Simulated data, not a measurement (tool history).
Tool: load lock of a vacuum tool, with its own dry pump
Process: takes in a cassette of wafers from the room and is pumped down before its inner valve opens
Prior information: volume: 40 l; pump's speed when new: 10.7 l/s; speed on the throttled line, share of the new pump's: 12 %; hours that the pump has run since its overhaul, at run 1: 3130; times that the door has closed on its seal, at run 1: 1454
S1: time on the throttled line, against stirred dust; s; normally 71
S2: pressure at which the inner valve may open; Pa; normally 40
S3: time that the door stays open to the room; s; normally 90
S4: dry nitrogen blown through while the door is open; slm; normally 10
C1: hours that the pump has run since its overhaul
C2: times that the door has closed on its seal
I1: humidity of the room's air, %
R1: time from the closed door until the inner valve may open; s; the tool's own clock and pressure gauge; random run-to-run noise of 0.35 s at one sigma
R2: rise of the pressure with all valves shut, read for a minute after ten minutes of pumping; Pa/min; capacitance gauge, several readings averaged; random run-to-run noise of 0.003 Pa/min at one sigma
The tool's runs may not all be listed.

{"run": 1, "hour": 0.0, "S1": 71, "S2": 40, "S3": 90, "S4": 10, "C1": 3130, "C2": 1454, "I1": 43, "R1": 93.3, "R2": 0.055}
{"run": 2, "hour": 102.8, "S1": 71, "S2": 40, "S3": 90, "S4": 10, "C1": 3233, "C2": 1594, "I1": 44.8, "R1": 92.3, "R2": 0.06}
{"run": 3, "hour": 231.8, "S1": 71, "S2": 40, "S3": 90, "S4": 10, "C1": 3362, "C2": 1770, "I1": 48.1, "R1": 92.9, "R2": 0.064}
{"run": 4, "hour": 344.4, "S1": 71, "S2": 40, "S3": 90, "S4": 5, "C1": 3475, "C2": 1924, "I1": 40, "R1": 93.7, "R2": 0.061}
{"run": 5, "hour": 428.6, "S1": 71, "S2": 40, "S3": 90, "S4": 5, "C1": 3559, "C2": 2039, "I1": 43.1, "R1": 93.3, "R2": 0.061}
{"run": 6, "hour": 513.8, "S1": 57, "S2": 40, "S3": 90, "S4": 5, "C1": 3644, "C2": 2156, "I1": 41.7, "R1": 80.7, "R2": 0.064}
{"run": 7, "hour": 567.0, "S1": 71, "S2": 40, "S3": 90, "S4": 8, "C1": 3697, "C2": 2228, "I1": 42.2, "R1": 92.9, "R2": 0.057}
{"run": 8, "hour": 678.8, "S1": 71, "S2": 40, "S3": 90, "S4": 8, "C1": 3809, "C2": 2381, "I1": 43.9, "R1": 92.7, "R2": 0.067}
{"run": 9, "hour": 761.8, "S1": 71, "S2": 72, "S3": 90, "S4": 8, "C1": 3892, "C2": 2494, "I1": 46.3, "R1": 90.5, "R2": 0.066}
{"run": 10, "hour": 865.9, "S1": 71, "S2": 72, "S3": 90, "S4": 8, "C1": 3996, "C2": 2637, "I1": 40.5, "R1": 90.5, "R2": 0.055}
{"run": 11, "hour": 974.2, "S1": 71, "S2": 40, "S3": 90, "S4": 9, "C1": 4104, "C2": 2784, "I1": 44.2, "R1": 92.7, "R2": 0.057}
{"run": 12, "hour": 1089.3, "S1": 71, "S2": 40, "S3": 90, "S4": 9, "C1": 4219, "C2": 2942, "I1": 42.7, "R1": 92.7, "R2": 0.058}
{"run": 13, "hour": 1179.3, "S1": 71, "S2": 40, "S3": 90, "S4": 10, "C1": 4309, "C2": 3065, "I1": 42.9, "R1": 93.6, "R2": 0.057}
{"run": 14, "hour": 1270.6, "S1": 71, "S2": 40, "S3": 90, "S4": 35, "C1": 4401, "C2": 3189, "I1": 44, "R1": 93.2, "R2": 0.035}
{"run": 15, "hour": 1394.3, "S1": 71, "S2": 40, "S3": 90, "S4": 35, "C1": 4524, "C2": 3358, "I1": 45.2, "R1": 93.5, "R2": 0.036}
{"run": 16, "hour": 1506.9, "S1": 71, "S2": 40, "S3": 26, "S4": 10, "C1": 4637, "C2": 3512, "I1": 43.9, "R1": 92.9, "R2": 0.038}
{"run": 17, "hour": 1586.6, "S1": 71, "S2": 40, "S3": 90, "S4": 6, "C1": 4717, "C2": 3621, "I1": 46.2, "R1": 93.6, "R2": 0.073}
{"run": 18, "hour": 1652.3, "S1": 48, "S2": 40, "S3": 90, "S4": 10, "C1": 4782, "C2": 3711, "I1": 47.9, "R1": 72.6, "R2": 0.068}
{"run": 19, "hour": 1765.4, "S1": 48, "S2": 40, "S3": 90, "S4": 10, "C1": 4896, "C2": 3865, "I1": 47.5, "R1": 72.6, "R2": 0.06}
{"run": 20, "hour": 1830.6, "S1": 48, "S2": 40, "S3": 90, "S4": 10, "C1": 4961, "C2": 3954, "I1": 46.7, "R1": 72.8, "R2": 0.064}
{"run": 21, "hour": 1900.1, "S1": 48, "S2": 40, "S3": 90, "S4": 10, "C1": 5030, "C2": 4049, "I1": 44.9, "R1": 72.8, "R2": 0.067}
{"run": 22, "hour": 2009.0, "S1": 71, "S2": 54, "S3": 90, "S4": 10, "C1": 5139, "C2": 4198, "I1": 43.5, "R1": 91.4, "R2": 0.064}
{"run": 23, "hour": 2111.1, "S1": 71, "S2": 54, "S3": 90, "S4": 17, "C1": 5241, "C2": 4337, "I1": 45.6, "R1": 92.1, "R2": 0.052}
{"run": 24, "hour": 2220.6, "S1": 71, "S2": 40, "S3": 183, "S4": 38, "C1": 5351, "C2": 4487, "I1": 46.8, "R1": 93.3, "R2": 0.049}
{"run": 25, "hour": 2336.6, "S1": 77, "S2": 43, "S3": 123, "S4": 44, "C1": 5467, "C2": 4645, "I1": 45.5, "R1": 98.1, "R2": 0.034}
{"run": 26, "hour": 2464.9, "S1": 77, "S2": 43, "S3": 123, "S4": 44, "C1": 5595, "C2": 4821, "I1": 45.6, "R1": 98.2, "R2": 0.045}
{"run": 27, "hour": 2571.0, "S1": 55, "S2": 69, "S3": 30, "S4": 7, "C1": 5701, "C2": 4965, "I1": 47.6, "R1": 77.1, "R2": 0.045}
{"run": 28, "hour": 2682.8, "S1": 71, "S2": 40, "S3": 72, "S4": 10, "C1": 5813, "C2": 5118, "I1": 40.9, "R1": 92.9, "R2": 0.058}
{"run": 29, "hour": 2738.3, "S1": 71, "S2": 40, "S3": 72, "S4": 10, "C1": 5868, "C2": 5194, "I1": 42.6, "R1": 93.5, "R2": 0.056}
{"run": 30, "hour": 2796.2, "S1": 71, "S2": 78, "S3": 72, "S4": 18, "C1": 5926, "C2": 5273, "I1": 45, "R1": 91.1, "R2": 0.048}
{"run": 31, "hour": 2883.0, "S1": 71, "S2": 78, "S3": 72, "S4": 18, "C1": 6013, "C2": 5392, "I1": 45.4, "R1": 90.9, "R2": 0.056}
{"run": 32, "hour": 2938.0, "S1": 71, "S2": 51, "S3": 71, "S4": 10, "C1": 6068, "C2": 5467, "I1": 44.7, "R1": 92.7, "R2": 0.06}
{"run": 33, "hour": 3056.4, "S1": 71, "S2": 36, "S3": 33, "S4": 10, "C1": 6187, "C2": 5629, "I1": 45.3, "R1": 93.1, "R2": 0.05}
{"run": 34, "hour": 3146.5, "S1": 71, "S2": 36, "S3": 33, "S4": 10, "C1": 6277, "C2": 5752, "I1": 44.5, "R1": 94.6, "R2": 0.042}
{"run": 35, "hour": 3228.9, "S1": 88, "S2": 40, "S3": 90, "S4": 6, "C1": 6359, "C2": 5864, "I1": 44.9, "R1": 108.7, "R2": 0.074}
{"run": 36, "hour": 3342.9, "S1": 124, "S2": 31, "S3": 90, "S4": 10, "C1": 6473, "C2": 6020, "I1": 43.8, "R1": 140.8, "R2": 0.064}
{"run": 37, "hour": 3439.3, "S1": 124, "S2": 31, "S3": 90, "S4": 10, "C1": 6569, "C2": 6152, "I1": 47.4, "R1": 141, "R2": 0.063}
{"run": 38, "hour": 3497.7, "S1": 124, "S2": 31, "S3": 90, "S4": 10, "C1": 6628, "C2": 6231, "I1": 47.2, "R1": 141.1, "R2": 0.07}

Below are 3 alternative next runs, each starting from the tool's condition after run 38. Predict each:
{"run": "A", "hour": 3600.1, "S1": 71, "S2": 67, "S3": 90, "S4": 10, "C1": 6730, "C2": 6371, "I1": 43.4, "R1": "?", "R2": "?"}
{"run": "B", "hour": 3600.1, "S1": 124, "S2": 47, "S3": 90, "S4": 22, "C1": 6730, "C2": 6371, "I1": 43.7, "R1": "?", "R2": "?"}
{"run": "C", "hour": 3600.1, "S1": 71, "S2": 33, "S3": 38, "S4": 34, "C1": 6730, "C2": 6371, "I1": 45.8, "R1": "?", "R2": "?"}

run=A R1=92.1 R2=0.067
run=B R1=138.6 R2=0.054
run=C R1=94.1 R2=0.037
Stripped of hidden state, with their random variation kept, the same runs would have yielded:
run=A R1=90.9 R2=0.055
run=B R1=137.7 R2=0.042
run=C R1=92.7 R2=0.025

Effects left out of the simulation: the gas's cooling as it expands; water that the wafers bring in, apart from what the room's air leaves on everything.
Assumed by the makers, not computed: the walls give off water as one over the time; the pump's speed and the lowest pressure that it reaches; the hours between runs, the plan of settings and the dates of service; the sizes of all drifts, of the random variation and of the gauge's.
